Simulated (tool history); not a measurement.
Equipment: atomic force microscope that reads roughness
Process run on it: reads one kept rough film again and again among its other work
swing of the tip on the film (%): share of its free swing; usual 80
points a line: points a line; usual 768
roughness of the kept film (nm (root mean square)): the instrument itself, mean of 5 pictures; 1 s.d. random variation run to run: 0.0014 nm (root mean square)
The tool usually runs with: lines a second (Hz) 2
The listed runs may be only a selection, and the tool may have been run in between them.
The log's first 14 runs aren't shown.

run   hour  lines a second (Hz)  swing of the tip on the film (%)  points a line  roughness of the kept film (nm (root mean square))
 15  358.6                    2                                80            587                                                0.48
 16  375.8                    2                                80            587                                               0.481
 17  394.3                    2                                80            768                                                0.48
 18  422.4                    2                                80            768                                               0.477
 19  451.5                    2                                80            768                                               0.478
     473.2  -- new tip fitted
 20  473.5                    2                                80            768                                               0.484
 21  491.7                    2                                80            768                                               0.484
 22  507.1                    2                                80            267                                               0.479
 23  524.9                    2                                80            768                                               0.481
 24  555.5                    2                                80            768                                                0.48
 25  569.7                    2                                80            768                                               0.483
 26  584.9                    2                                80            822                                               0.479
 27  605.7                 3.37                                68            291                                               0.482
 28  625.6                 3.37                                68            291                                               0.481
 29  641.2                 2.67                                83            495                                               0.449

What does the tool deliver on the next run?
     654.8  -- new tip fitted
 30  670.8                    2                                60            802                                                   ?

roughness of the kept film (nm (root mean square)): 0.517
With the hidden condition absent and the run-to-run variation left alone, this run would have shown roughness of the kept film (nm (root mean square)) 0.516.
